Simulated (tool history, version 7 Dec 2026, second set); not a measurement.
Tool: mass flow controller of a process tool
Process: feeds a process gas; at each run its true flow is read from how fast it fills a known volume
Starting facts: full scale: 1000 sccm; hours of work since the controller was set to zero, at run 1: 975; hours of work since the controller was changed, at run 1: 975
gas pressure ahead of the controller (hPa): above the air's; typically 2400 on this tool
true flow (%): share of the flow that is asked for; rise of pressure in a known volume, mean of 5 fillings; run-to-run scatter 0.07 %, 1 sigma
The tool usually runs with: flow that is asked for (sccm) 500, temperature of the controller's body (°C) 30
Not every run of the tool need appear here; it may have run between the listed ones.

run    hour  flow that is asked for (sccm)  gas pressure ahead of the controller (hPa)  temperature of the controller's body (°C)  hours of work since the controller was set to zero  hours of work since the controller was changed  true flow (%)
  1       0                            500                                        2400                                         30                                                 975                                             975          98.63
  2    64.7                            499                                        2400                                         30                                                1014                                            1014          98.76
  3   130.6                            499                                        2400                                         30                                                1053                                            1053          98.65
  4   178.4                            499                                        2400                                         30                                                1082                                            1082          98.77
  5   227.8                            729                                        2400                                         30                                                1112                                            1112          99.22
  6   309.7                            719                                        2400                                         30                                                1162                                            1162          99.13
  7     389                            719                                        2400                                         30                                                1210                                            1210          99.21
  8     441                            500                                        2400                                         34                                                1241                                            1241          98.62
  9   501.5                            500                                        2400                                         34                                                1278                                            1278           98.6
 10   536.4                            500                                        2400                                         34                                                1299                                            1299          98.59
 11   611.5                            500                                        2570                                         30                                                1344                                            1344          98.77
 12   675.4                            500                                        2570                                         30                                                1383                                            1383             99
 13   737.1                            500                                        2570                                         30                                                1420                                            1420          99.01
 14   779.7                            100                                        2400                                         30                                                1446                                            1446          98.41
 15   816.7                            100                                        2400                                         30                                                1468                                            1468          98.36
 16     900                            500                                        2400                                         30                                                1519                                            1519          99.18
 17     951                            500                                        2400                                         30                                                1550                                            1550          99.12
 18   986.4                            282                                        1530                                         20                                                1571                                            1571         100.03
 19  1067.6                            167                                        1980                                         35                                                1620                                            1620          98.65
 20  1132.1                            640                                        2310                                         37                                                1659                                            1659          99.16
 21  1169.5                            640                                        2310                                         37                                                1682                                            1682          99.12
 22  1230.9                            372                                        1500                                         38                                                1719                                            1719          99.36
 23  1305.8                            372                                        1430                                         38                                                1764                                            1764          99.27
 24  1353.7                            372                                        1430                                         38                                                1793                                            1793           99.2
 25  1401.2                            107                                        2020                                         33                                                1822                                            1822          98.98
 26  1462.2                            107                                        2020                                         22                                                1859                                            1859           99.6

The next listed run, before its measurement:
 27  1508.4                            222                                        2760                                         28                                                1887                                            1887              ?

Run 27 yielded true flow (%) 98.93.
The same run, on a tool lacking any hidden state, would have yielded true flow (%) 97.99.
